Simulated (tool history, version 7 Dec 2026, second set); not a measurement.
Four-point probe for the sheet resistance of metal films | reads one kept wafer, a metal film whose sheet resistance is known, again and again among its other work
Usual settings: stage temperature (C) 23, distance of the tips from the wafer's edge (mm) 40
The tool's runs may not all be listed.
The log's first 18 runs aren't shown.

run    hour  stage temperature (C)  distance of the tips from the wafer's edge (mm)  touches since the probe head was changed  hours of work since the stage's thermometer was calibrated  sheet resistance as the instrument gives it (ohm/square)
 19   641.4                     32                                               11                                     70192                                                          60                                                  0.041791
 20   684.0                     23                                                3                                     72567                                                          89                                                  0.045274
 21   713.7                     31                                               24                                     74227                                                         110                                                  0.041558
 22   751.9                     31                                               24                                     76358                                                         137                                                  0.041544
 23   783.9                     29                                               40                                     78141                                                         159                                                  0.041541
 24   815.3                     29                                               40                                     79898                                                         181                                                  0.041524
      829.9  -- stage's thermometer calibrated, once more
 25   858.4                     23                                                7                                     82273                                                          20                                                  0.042347
 26   899.9                     23                                                7                                     84588                                                          49                                                  0.042337
 27   936.4                     23                                               37                                     86626                                                          74                                                  0.041651
 28   978.1                     23                                               37                                     88956                                                         103                                                  0.041633
 29  1011.6                     33                                               37                                     90824                                                         127                                                  0.041467
 30  1034.3                     33                                               37                                     92089                                                         143                                                  0.041466
 31  1062.9                     28                                               28                                     93688                                                         163                                                  0.041545
 32  1111.7                     23                                               73                                     96412                                                         197                                                  0.041584
 33  1151.2                     23                                               73                                     98617                                                         224                                                  0.041585
 34  1196.7                     31                                               40                                    101155                                                         256                                                  0.041464

3 ways to go on from here, each from the tool as it stands after run 34. What would each give?
  A  1223.2                     35                                                6                                    102635                                                         274                                                         ?
  B  1223.2                     23                                               40                                    102635                                                         274                                                         ?
  C  1223.2                     21                                               37                                    102635                                                         274                                                         ?

run  sheet resistance as the instrument gives it (ohm/square)
  A                                                  0.042354
  B                                                  0.041570
  C                                                  0.041613
Without the tool's hidden state the same runs would have given:
run  sheet resistance as the instrument gives it (ohm/square)
  A                                                  0.042494
  B                                                  0.041707
  C                                                  0.041750
